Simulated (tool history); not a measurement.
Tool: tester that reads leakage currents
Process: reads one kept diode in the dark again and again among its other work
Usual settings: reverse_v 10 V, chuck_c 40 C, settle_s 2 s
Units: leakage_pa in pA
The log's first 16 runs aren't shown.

run,hour,reverse_v,chuck_c,settle_s,hours of work since the probe card was cleaned,hours of work since the tester was calibrated,hours of work since the chuck was calibrated,leakage_pa
17,2107.7,10,38,2,1791,3710,524,518.21
# hour 2173: chuck's temperature calibrated
18,2288.8,10,38,2,1898,3818,69,517.57
19,2434.1,1,38,2,1986,3905,157,190.06
20,2536.2,1.3,40,2,2047,3966,218,247.14
21,2673.1,19.5,33,1.07,2129,4048,300,469.56
22,2756.4,5.8,51,0.87,2179,4098,350,1046.86
23,2870.5,5.2,22,1.79,2247,4167,419,108.44
24,3019.9,6.6,54,5.85,2337,4257,508,1363.72
25,3099,6.6,54,5.85,2385,4304,556,1370.73
# hour 3110.4: chuck's temperature calibrated
26,3253.4,3.7,28,3.28,2476,4396,86,152.87
27,3371.3,3.7,28,3.28,2547,4466,157,152.71
28,3553.9,3.7,28,3.28,2656,4576,266,152.84
29,3680.8,3.7,28,6.72,2733,4652,342,152.92
30,3772.9,13.8,33,6.72,2788,4707,398,405.14
31,3956.3,7.3,48,1.68,2898,4817,508,945.04
# hour 4053.7: chuck's temperature calibrated
32,4064.9,7.3,48,1.68,2962,4881,7,935.45
33,4214.7,10,27,0.39,3052,4971,97,218.83
34,4317.6,2.7,27,4.1,3113,5033,158,123.14
35,4396.9,2.7,27,4.1,3161,5080,206,123.29
36,4472.6,2.7,39,2.5,3206,5126,251,314.78
# hour 4639.9: tester calibrated
37,4639.9,2.7,39,2.5,3306,0,351,313.77
38,4769.3,1.5,39,2.5,3383,78,428,244
39,4932.3,1.5,39,2.5,3481,175,526,243.96
# hour 4997.1: chuck's temperature calibrated
40,5020.7,5.2,38,1.22,3533,227,14,389.25

Forecast each of these 3 alternatives for the next run:
# hour 5062.1: probe card cleaned and baked
A,5166.2,15.1,40,2.35,62,313,100,?
# hour 5062.1: probe card cleaned and baked
B,5166.2,5.2,38,0.96,62,313,100,?
# hour 5062.1: probe card cleaned and baked
C,5166.2,2.7,23,0.53,62,313,100,?

run,leakage_pa
A,722.1
B,388.46
C,88.69
Without the tool's hidden state the same runs would have given:
run,leakage_pa
A,721.94
B,388.37
C,88.67
